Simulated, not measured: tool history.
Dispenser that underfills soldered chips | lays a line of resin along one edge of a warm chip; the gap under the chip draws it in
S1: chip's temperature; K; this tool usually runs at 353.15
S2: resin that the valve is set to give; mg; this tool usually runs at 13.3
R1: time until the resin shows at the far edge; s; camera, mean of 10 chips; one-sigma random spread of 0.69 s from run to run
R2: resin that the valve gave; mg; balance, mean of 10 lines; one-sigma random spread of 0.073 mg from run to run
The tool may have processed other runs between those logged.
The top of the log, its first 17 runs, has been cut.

-- hour=126.4 new syringe of resin
run 18 hour=127.2 | S1=367.15 S2=13.3 | R1=42.4 R2=12.52
run 19 hour=134.3 | S1=367.15 S2=13.3 | R1=50.3 R2=12.57
run 20 hour=139.5 | S1=367.15 S2=13.3 | R1=57.4 R2=12.71
-- hour=140.4 new syringe of resin
run 21 hour=148.6 | S1=362.15 S2=16.2 | R1=60.7 R2=15.26
-- hour=154.5 new syringe of resin
run 22 hour=155.1 | S1=358.15 S2=14.1 | R1=57.4 R2=13.09
run 23 hour=160.2 | S1=340.15 S2=12.1 | R1=131.8 R2=11.45
run 24 hour=165.9 | S1=340.15 S2=12.1 | R1=156.1 R2=11.36
-- hour=168.9 new syringe of resin
run 25 hour=172.8 | S1=346.15 S2=13.9 | R1=98.7 R2=12.98
-- hour=177.4 dispensing valve cleaned and set on the balance
run 26 hour=179.4 | S1=339.15 S2=13.3 | R1=151.4 R2=13.38
-- hour=184.3 new syringe of resin
run 27 hour=186.1 | S1=357.15 S2=16.4 | R1=61.6 R2=16.37
run 28 hour=191.3 | S1=353.15 S2=13.7 | R1=83.2 R2=13.69
run 29 hour=197.2 | S1=341.15 S2=13.4 | R1=155.4 R2=13.30
-- hour=198.3 new syringe of resin
run 30 hour=202.5 | S1=341.15 S2=13.4 | R1=124.4 R2=13.26
run 31 hour=211.4 | S1=359.15 S2=12.0 | R1=81.5 R2=11.77
-- hour=212.3 new syringe of resin
run 32 hour=220.1 | S1=352.15 S2=16.1 | R1=87.6 R2=15.91
-- hour=226.7 new syringe of resin
run 33 hour=229.4 | S1=352.15 S2=16.1 | R1=74.9 R2=15.75
run 34 hour=235.5 | S1=362.15 S2=16.1 | R1=61.6 R2=15.69
-- hour=241.0 new syringe of resin
run 35 hour=243.9 | S1=362.15 S2=16.1 | R1=52.6 R2=15.48
run 36 hour=249.4 | S1=362.15 S2=16.1 | R1=60.5 R2=15.56
-- hour=255.1 new syringe of resin
run 37 hour=256.8 | S1=348.15 S2=14.4 | R1=86.6 R2=13.86

3 ways to go on from here, each from the tool as it stands after run 37. What would each give?
run A hour=262.7 | S1=350.15 S2=16.0 | R1=? R2=?
run B hour=262.7 | S1=358.15 S2=12.7 | R1=? R2=?
run C hour=262.7 | S1=368.15 S2=14.4 | R1=? R2=?

run=A R1=92.2 R2=15.27
run=B R1=71.7 R2=12.19
run=C R1=50.0 R2=13.75
What these runs would have given with no unlogged condition in the tool:
run=A R1=67.6 R2=15.91
run=B R1=52.8 R2=12.69
run=C R1=37.2 R2=14.32
